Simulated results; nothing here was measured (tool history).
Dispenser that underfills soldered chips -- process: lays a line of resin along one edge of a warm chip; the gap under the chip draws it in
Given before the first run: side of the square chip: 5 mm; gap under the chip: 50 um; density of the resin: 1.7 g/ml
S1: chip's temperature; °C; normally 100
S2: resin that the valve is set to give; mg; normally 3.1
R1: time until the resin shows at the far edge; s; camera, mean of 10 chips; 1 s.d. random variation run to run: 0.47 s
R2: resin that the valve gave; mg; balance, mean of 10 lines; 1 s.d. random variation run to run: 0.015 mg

run	hour	S1	S2	R1	R2
1	0	100	3.1	37.1	2.91
2	9.1	86	3.1	104.4	2.91
# hour 12.2: new syringe of resin
3	15.2	100	3.1	44.9	2.89
4	20	100	3.1	59.4	2.87
# hour 24.1: new syringe of resin
5	28.3	100	3.66	47.2	3.36
# hour 32: dispensing valve cleaned and set on the balance
# hour 37.1: new syringe of resin
6	40.7	100	3.38	47	3.37
# hour 48.8: new syringe of resin
7	49.4	100	3.38	39.4	3.36
8	59.6	95	3.04	83.2	3.01
# hour 60.9: new syringe of resin
9	70.9	100	3.15	66.6	3.09
# hour 72.3: new syringe of resin
10	77.9	89	3.15	81	3.11
# hour 84.2: new syringe of resin
11	86.5	104	3.26	38	3.21
# hour 95.7: new syringe of resin
12	95.8	90	3.01	57.2	2.96
13	104.6	90	3.01	94.1	2.94
# hour 107.2: new syringe of resin
14	111.5	90	3.22	70.6	3.15

What if the next run were any one of these 5? Each begins from the tool's condition after run 14:
# hour 118.7: new syringe of resin
A	119.1	98	3.62	?	?
# hour 118.7: new syringe of resin
B	119.1	93	3.44	?	?
# hour 118.7: new syringe of resin
C	119.1	102	3.1	?	?
# hour 118.7: new syringe of resin
D	119.1	112	3.95	?	?
# hour 118.7: new syringe of resin
E	119.1	99	3.22	?	?

run	R1	R2
A	42.3	3.49
B	49.9	3.35
C	36.6	3.01
D	26.3	3.85
E	40.5	3.12
The same runs, with their run-to-run variation unchanged, on a tool lacking any hidden condition would have given:
run	R1	R2
A	37.5	3.6
B	43.9	3.45
C	32.2	3.1
D	23.4	3.97
E	35.6	3.22

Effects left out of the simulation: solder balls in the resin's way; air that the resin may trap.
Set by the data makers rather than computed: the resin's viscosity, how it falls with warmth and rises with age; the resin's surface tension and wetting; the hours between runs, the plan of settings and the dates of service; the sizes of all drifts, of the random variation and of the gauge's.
